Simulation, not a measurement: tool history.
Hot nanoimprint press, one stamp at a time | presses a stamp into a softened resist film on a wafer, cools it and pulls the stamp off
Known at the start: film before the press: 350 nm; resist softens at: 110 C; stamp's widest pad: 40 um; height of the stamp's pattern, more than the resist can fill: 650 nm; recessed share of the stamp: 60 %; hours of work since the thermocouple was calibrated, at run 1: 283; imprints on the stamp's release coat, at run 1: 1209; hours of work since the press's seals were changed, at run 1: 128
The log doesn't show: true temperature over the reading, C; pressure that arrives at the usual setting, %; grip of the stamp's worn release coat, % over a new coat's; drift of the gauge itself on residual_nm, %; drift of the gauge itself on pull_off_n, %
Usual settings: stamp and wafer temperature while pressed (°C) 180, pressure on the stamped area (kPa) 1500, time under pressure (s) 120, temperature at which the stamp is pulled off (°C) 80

run,hour,stamp and wafer temperature while pressed (°C),pressure on the stamped area (kPa),time under pressure (s),temperature at which the stamp is pulled off (°C),hours of work since the thermocouple was calibrated,imprints on the stamp's release coat,hours of work since the press's seals were changed,resist left under the stamp's widest pad (angstrom),greatest force while the stamp is pulled off (N)
1,0.0,180,1500,120,80,283,1209,128,1371,163
2,13.1,180,1500,140,80,293,1269,138,1287,169
3,23.4,171,1500,120,80,300,1315,145,1843,170
4,30.4,171,1500,120,80,306,1348,151,1829,166
5,39.8,182,1500,120,80,313,1390,158,1265,168
6,50.8,184,1500,120,80,321,1440,166,1178,169
7,62.5,184,1500,120,80,330,1494,175,1185,169
8,72.8,173,1500,120,80,337,1541,182,1738,169
9,85.7,173,1500,120,80,347,1599,192,1706,169
10,93.7,173,1500,120,80,353,1635,198,1720,169
11,105.3,173,1500,120,80,362,1689,207,1721,170
12,114.7,173,1500,120,80,369,1731,214,1708,168
# hour 121.4: stamp cleaned and given a new release coat
13,134.7,173,1500,120,80,379,61,224,1696,166
14,140.5,173,1500,120,80,383,87,228,1710,163
15,146.5,173,1500,120,80,388,114,233,1708,169
16,153.5,180,1560,120,76,393,146,238,1312,185
17,166.6,180,1560,120,76,403,206,248,1313,182
18,178.7,173,1640,67,86,412,261,257,1943,143
19,192.6,173,1640,165,74,422,324,267,1445,191
20,205.1,170,1640,165,74,432,381,277,1615,186
21,214.1,170,1640,165,74,438,422,283,1622,204
22,221.2,176,1140,65,86,444,455,289,2120,136
23,235.0,180,1500,124,84,454,518,299,1322,147
24,245.8,172,1500,120,81,462,567,307,1753,164
25,252.6,172,1500,120,81,467,598,312,1747,167
26,266.1,172,1500,120,81,477,659,322,1730,162
27,276.5,172,1500,120,81,485,706,330,1734,167
28,284.6,182,1620,153,86,491,743,336,1090,134
# hour 292.0: plate thermocouple calibrated
29,298.5,184,1500,120,67,5,793,344,1166,229

5 ways to go on from here, each from the tool as it stands after run 29. What would each give?
A,312.1,184,1500,120,74,15,855,354,?,?
B,312.1,178,1780,120,67,15,855,354,?,?
C,312.1,180,1210,65,84,15,855,354,?,?
D,312.1,180,1500,84,77,15,855,354,?,?
E,312.1,184,1230,120,69,15,855,354,?,?

run,resist left under the stamp's widest pad (angstrom),greatest force while the stamp is pulled off (N)
A,1170,189
B,1305,233
C,1816,148
D,1509,182
E,1307,222
Without the tool's hidden state the same runs would have given:
run,resist left under the stamp's widest pad (angstrom),greatest force while the stamp is pulled off (N)
A,1195,187
B,1333,232
C,1857,147
D,1542,181
E,1336,220
